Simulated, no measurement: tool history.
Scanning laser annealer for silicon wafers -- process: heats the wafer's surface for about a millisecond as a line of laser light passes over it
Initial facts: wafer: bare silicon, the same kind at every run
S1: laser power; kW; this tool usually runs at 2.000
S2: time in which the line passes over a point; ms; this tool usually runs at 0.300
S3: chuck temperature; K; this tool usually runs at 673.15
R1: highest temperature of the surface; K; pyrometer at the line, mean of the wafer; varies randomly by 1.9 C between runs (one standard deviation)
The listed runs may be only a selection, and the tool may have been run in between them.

run,day,S1,S2,S3,R1
1,0.000,2.000,0.300,673.15,1454.15
2,0.546,2.000,0.300,673.15,1452.15
3,1.154,2.000,0.300,640.15,1420.15
4,1.633,2.000,0.300,640.15,1419.15
5,1.967,2.000,0.300,691.15,1469.15
6,2.475,2.000,0.300,691.15,1467.15
7,3.100,2.000,0.300,691.15,1468.15
8,3.583,2.000,0.300,688.15,1465.15
9,4.196,2.000,0.300,696.15,1473.15
10,4.696,2.000,0.300,696.15,1469.15
11,5.175,2.000,0.300,696.15,1471.15
12,5.554,1.790,0.300,672.15,1354.15
13,5.812,1.831,0.300,659.15,1356.15
14,6.138,1.831,0.300,659.15,1360.15
15,6.575,2.000,0.237,636.15,1328.15
16,6.938,2.180,0.264,681.15,1480.15
17,7.392,2.180,0.264,681.15,1483.15

What if the next run were any one of these 4? Each begins from the tool's condition after run 17:
A,7.688,1.746,0.323,654.15,?
B,7.688,1.790,0.271,693.15,?
C,7.688,2.000,0.309,673.15,?
D,7.688,1.944,0.225,654.15,?

run,R1
A,1336.15
B,1339.15
C,1459.15
D,1307.15
Take away the tool's hidden state, keep each run's random variation, and the runs would have read:
run,R1
A,1363.15
B,1365.15
C,1490.15
D,1333.15

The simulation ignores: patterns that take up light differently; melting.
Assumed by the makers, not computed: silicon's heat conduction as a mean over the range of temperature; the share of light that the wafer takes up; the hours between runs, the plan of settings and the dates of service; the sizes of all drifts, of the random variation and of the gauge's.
